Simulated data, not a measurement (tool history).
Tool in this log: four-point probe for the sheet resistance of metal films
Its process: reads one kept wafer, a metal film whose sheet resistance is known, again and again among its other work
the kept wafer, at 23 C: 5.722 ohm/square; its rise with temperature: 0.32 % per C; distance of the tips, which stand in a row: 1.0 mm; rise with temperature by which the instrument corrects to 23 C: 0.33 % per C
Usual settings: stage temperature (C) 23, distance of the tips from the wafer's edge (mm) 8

run    hour  stage temperature (C)  distance of the tips from the wafer's edge (mm)  sheet resistance as the instrument gives it (ohm/square)
  1       0                     23                                                8                                                  5.769476
  2    67.7                     23                                                8                                                  5.771031
  3   127.4                     23                                                8                                                  5.770151
  4   213.2                     23                                                8                                                  5.771082
  5   306.3                     21                                                8                                                   5.77032
  6   372.3                     23                                                8                                                  5.769617
  7   474.3                     23                                                8                                                  5.769833
  8   537.9                     23                                                8                                                  5.770318
  9   617.5                     23                                                8                                                  5.770697
 10   712.1                     23                                                8                                                  5.769393
 11   809.2                     23                                                8                                                  5.770614
 12   900.8                     23                                                8                                                  5.770869
 13  1010.6                     23                                                8                                                  5.771414
 14  1071.4                     23                                                8                                                  5.769882
 15  1161.7                     23                                                8                                                  5.771348
 16  1233.5                     23                                               24                                                  5.729436
 17  1285.8                     23                                               24                                                  5.727586
     1308.2  -- new probe head fitted
 18  1392.8                     30                                               42                                                  5.718004
     1445.6  -- stage's thermometer calibrated
 19    1510                     29                                               20                                                  5.725262
 20    1566                     23                                               47                                                  5.721264
 21  1667.1                     31                                               51                                                  5.715039
 22  1768.6                     26                                               34                                                  5.721738
 23  1825.4                     26                                               34                                                  5.721727
 24  1901.5                     35                                               59                                                   5.71293
 25  1966.3                     23                                               26                                                  5.726898
 26  2048.9                     20                                               26                                                   5.72985
 27  2138.5                     20                                               26                                                  5.729206
 28  2257.6                     20                                               26                                                  5.728173
 29  2334.7                     20                                               26                                                  5.731169
 30  2411.8                     19                                               10                                                  5.754531
 31    2528                     19                                               10                                                  5.755494

Each row is a separate what-if for the run after 31, all from the same tool condition, not one after another. Results?
  A  2635.7                     22                                               71                                                         ?
  B  2635.7                     23                                                8                                                         ?
  C  2635.7                     30                                                8                                                         ?
  D  2635.7                     19                                                7                                                         ?
  E  2635.7                     29                                               16                                                         ?

run  sheet resistance as the instrument gives it (ohm/square)
  A                                                   5.72443
  B                                                  5.770775
  C                                                  5.766605
  D                                                  5.786636
  E                                                  5.729069
With the hidden condition removed and each run's random variation left untouched, the same runs would have given:
run  sheet resistance as the instrument gives it (ohm/square)
  A                                                  5.724069
  B                                                  5.770411
  C                                                  5.766239
  D                                                  5.786272
  E                                                  5.728706
